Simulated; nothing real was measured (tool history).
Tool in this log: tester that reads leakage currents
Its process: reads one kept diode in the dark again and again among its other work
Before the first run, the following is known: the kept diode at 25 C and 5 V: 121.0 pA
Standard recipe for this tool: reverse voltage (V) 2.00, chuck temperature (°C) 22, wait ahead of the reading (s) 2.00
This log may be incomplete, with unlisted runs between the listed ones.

run	hour	reverse voltage (V)	chuck temperature (°C)	wait ahead of the reading (s)	current that the tester gives (pA)
1	0.0	2.00	22	2.00	64.96
2	136.5	2.00	22	2.00	64.94
3	246.3	2.00	22	2.00	64.74
4	332.1	2.00	22	2.00	65.00
5	431.2	2.00	22	2.00	64.42
6	571.7	2.00	22	2.00	64.82
7	707.8	2.00	22	2.00	64.99
8	826.7	1.84	22	0.47	63.39
9	991.9	1.41	22	2.00	56.17
10	1125.8	3.50	28	0.48	132.85
11	1265.0	1.30	37	3.33	170.93

Not shown here: 1 entry made in the log between runs. Locate each between two listed runs and compare the hidden state at the listed run before it with the hidden state at the listed run after it:
Between runs 8 and 9: probe card cleaned and baked (hour 861.7)
  stray current of the dirty probe card, pA a volt: 0.032 -> 0.02
